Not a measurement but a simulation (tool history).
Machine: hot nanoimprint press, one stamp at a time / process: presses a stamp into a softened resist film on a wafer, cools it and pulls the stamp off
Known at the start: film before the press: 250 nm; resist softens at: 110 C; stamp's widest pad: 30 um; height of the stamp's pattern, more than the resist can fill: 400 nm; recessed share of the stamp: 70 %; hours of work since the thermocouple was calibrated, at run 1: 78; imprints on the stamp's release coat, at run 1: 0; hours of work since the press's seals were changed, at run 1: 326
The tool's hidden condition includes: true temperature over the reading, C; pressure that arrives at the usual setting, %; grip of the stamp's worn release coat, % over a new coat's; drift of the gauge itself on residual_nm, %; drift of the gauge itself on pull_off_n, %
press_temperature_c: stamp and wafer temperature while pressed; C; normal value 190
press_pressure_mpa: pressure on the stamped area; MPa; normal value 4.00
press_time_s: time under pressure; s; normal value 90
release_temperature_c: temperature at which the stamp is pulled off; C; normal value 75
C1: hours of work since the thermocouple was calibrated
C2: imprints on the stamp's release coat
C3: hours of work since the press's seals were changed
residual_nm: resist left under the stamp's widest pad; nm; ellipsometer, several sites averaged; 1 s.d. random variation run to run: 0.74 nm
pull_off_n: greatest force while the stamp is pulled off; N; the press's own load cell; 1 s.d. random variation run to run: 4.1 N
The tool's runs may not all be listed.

{"run": 1, "hour": 0.0, "press_temperature_c": 190, "press_pressure_mpa": 4.0, "press_time_s": 90, "release_temperature_c": 75, "C1": 78, "C2": 0, "C3": 326, "residual_nm": 90.6, "pull_off_n": 198}
{"run": 2, "hour": 42.7, "press_temperature_c": 190, "press_pressure_mpa": 4.0, "press_time_s": 90, "release_temperature_c": 75, "C1": 101, "C2": 146, "C3": 350, "residual_nm": 88.7, "pull_off_n": 209}
{"run": 3, "hour": 98.0, "press_temperature_c": 190, "press_pressure_mpa": 4.0, "press_time_s": 90, "release_temperature_c": 75, "C1": 132, "C2": 335, "C3": 380, "residual_nm": 88.4, "pull_off_n": 207}
{"run": 4, "hour": 168.8, "press_temperature_c": 190, "press_pressure_mpa": 4.0, "press_time_s": 90, "release_temperature_c": 75, "C1": 170, "C2": 578, "C3": 419, "residual_nm": 87.6, "pull_off_n": 224}
{"run": 5, "hour": 206.4, "press_temperature_c": 190, "press_pressure_mpa": 4.0, "press_time_s": 90, "release_temperature_c": 75, "C1": 191, "C2": 707, "C3": 439, "residual_nm": 88.2, "pull_off_n": 227}
{"run": 6, "hour": 261.5, "press_temperature_c": 190, "press_pressure_mpa": 4.0, "press_time_s": 90, "release_temperature_c": 82, "C1": 221, "C2": 896, "C3": 470, "residual_nm": 87.2, "pull_off_n": 182}
{"run": 7, "hour": 316.5, "press_temperature_c": 190, "press_pressure_mpa": 4.0, "press_time_s": 90, "release_temperature_c": 82, "C1": 251, "C2": 1085, "C3": 500, "residual_nm": 86.3, "pull_off_n": 192}
{"run": 8, "hour": 391.6, "press_temperature_c": 190, "press_pressure_mpa": 4.0, "press_time_s": 90, "release_temperature_c": 82, "C1": 293, "C2": 1342, "C3": 541, "residual_nm": 86.2, "pull_off_n": 196}
{"run": 9, "hour": 445.6, "press_temperature_c": 190, "press_pressure_mpa": 4.0, "press_time_s": 90, "release_temperature_c": 82, "C1": 322, "C2": 1527, "C3": 571, "residual_nm": 85.3, "pull_off_n": 211}
{"hour": 490.0, "done": "plate thermocouple calibrated"}
{"run": 10, "hour": 497.9, "press_temperature_c": 190, "press_pressure_mpa": 2.56, "press_time_s": 90, "release_temperature_c": 82, "C1": 4, "C2": 1696, "C3": 598, "residual_nm": 112.8, "pull_off_n": 238}
{"run": 11, "hour": 535.0, "press_temperature_c": 190, "press_pressure_mpa": 4.0, "press_time_s": 90, "release_temperature_c": 75, "C1": 25, "C2": 1823, "C3": 618, "residual_nm": 90.5, "pull_off_n": 308}
{"hour": 574.9, "done": "stamp cleaned and given a new release coat"}
{"run": 12, "hour": 589.6, "press_temperature_c": 190, "press_pressure_mpa": 4.0, "press_time_s": 90, "release_temperature_c": 75, "C1": 51, "C2": 50, "C3": 645, "residual_nm": 90.0, "pull_off_n": 201}
{"run": 13, "hour": 635.7, "press_temperature_c": 190, "press_pressure_mpa": 4.0, "press_time_s": 90, "release_temperature_c": 75, "C1": 77, "C2": 208, "C3": 670, "residual_nm": 91.0, "pull_off_n": 205}
{"run": 14, "hour": 703.1, "press_temperature_c": 190, "press_pressure_mpa": 4.0, "press_time_s": 60, "release_temperature_c": 75, "C1": 114, "C2": 439, "C3": 707, "residual_nm": 108.1, "pull_off_n": 222}
{"run": 15, "hour": 772.9, "press_temperature_c": 190, "press_pressure_mpa": 4.0, "press_time_s": 60, "release_temperature_c": 75, "C1": 152, "C2": 678, "C3": 745, "residual_nm": 108.3, "pull_off_n": 228}
{"run": 16, "hour": 813.8, "press_temperature_c": 190, "press_pressure_mpa": 4.0, "press_time_s": 60, "release_temperature_c": 75, "C1": 174, "C2": 819, "C3": 768, "residual_nm": 105.0, "pull_off_n": 228}
{"run": 17, "hour": 870.9, "press_temperature_c": 190, "press_pressure_mpa": 4.0, "press_time_s": 123, "release_temperature_c": 66, "C1": 206, "C2": 1014, "C3": 799, "residual_nm": 77.9, "pull_off_n": 320}
{"run": 18, "hour": 945.8, "press_temperature_c": 191, "press_pressure_mpa": 4.31, "press_time_s": 65, "release_temperature_c": 68, "C1": 247, "C2": 1271, "C3": 840, "residual_nm": 93.2, "pull_off_n": 316}
{"run": 19, "hour": 1007.4, "press_temperature_c": 191, "press_pressure_mpa": 4.31, "press_time_s": 65, "release_temperature_c": 68, "C1": 281, "C2": 1482, "C3": 874, "residual_nm": 91.5, "pull_off_n": 340}
{"run": 20, "hour": 1064.8, "press_temperature_c": 191, "press_pressure_mpa": 4.31, "press_time_s": 65, "release_temperature_c": 68, "C1": 312, "C2": 1679, "C3": 905, "residual_nm": 92.3, "pull_off_n": 338}
{"run": 21, "hour": 1098.0, "press_temperature_c": 191, "press_pressure_mpa": 3.48, "press_time_s": 65, "release_temperature_c": 68, "C1": 330, "C2": 1793, "C3": 923, "residual_nm": 100.1, "pull_off_n": 348}
{"hour": 1130.9, "done": "plate thermocouple calibrated"}
{"hour": 1147.7, "done": "stamp cleaned and given a new release coat"}
{"run": 22, "hour": 1150.9, "press_temperature_c": 191, "press_pressure_mpa": 3.48, "press_time_s": 65, "release_temperature_c": 68, "C1": 8, "C2": 11, "C3": 948, "residual_nm": 107.7, "pull_off_n": 241}
{"run": 23, "hour": 1189.1, "press_temperature_c": 201, "press_pressure_mpa": 6.05, "press_time_s": 90, "release_temperature_c": 67, "C1": 29, "C2": 142, "C3": 969, "residual_nm": 46.9, "pull_off_n": 264}
{"run": 24, "hour": 1246.8, "press_temperature_c": 190, "press_pressure_mpa": 4.0, "press_time_s": 57, "release_temperature_c": 75, "C1": 60, "C2": 340, "C3": 1000, "residual_nm": 108.5, "pull_off_n": 213}
{"run": 25, "hour": 1288.0, "press_temperature_c": 194, "press_pressure_mpa": 5.37, "press_time_s": 60, "release_temperature_c": 67, "C1": 83, "C2": 481, "C3": 1023, "residual_nm": 81.3, "pull_off_n": 271}
{"run": 26, "hour": 1320.4, "press_temperature_c": 186, "press_pressure_mpa": 2.6, "press_time_s": 118, "release_temperature_c": 75, "C1": 101, "C2": 592, "C3": 1041, "residual_nm": 116.4, "pull_off_n": 236}
{"run": 27, "hour": 1380.7, "press_temperature_c": 187, "press_pressure_mpa": 4.43, "press_time_s": 67, "release_temperature_c": 67, "C1": 134, "C2": 799, "C3": 1074, "residual_nm": 111.8, "pull_off_n": 291}
{"run": 28, "hour": 1437.8, "press_temperature_c": 190, "press_pressure_mpa": 4.0, "press_time_s": 55, "release_temperature_c": 82, "C1": 165, "C2": 995, "C3": 1105, "residual_nm": 109.3, "pull_off_n": 193}

Estimate the outcome of run 29 from the log above:
{"run": 29, "hour": 1489.0, "press_temperature_c": 190, "press_pressure_mpa": 4.0, "press_time_s": 55, "release_temperature_c": 82, "C1": 193, "C2": 1170, "C3": 1133, "residual_nm": "?", "pull_off_n": "?"}

For run 29 the tool returned residual_nm 108.6 nm, pull_off_n 199 N.
On a tool with no hidden condition, and with the same random variation, this run would have come out at residual_nm 112.2 nm, pull_off_n 158 N.
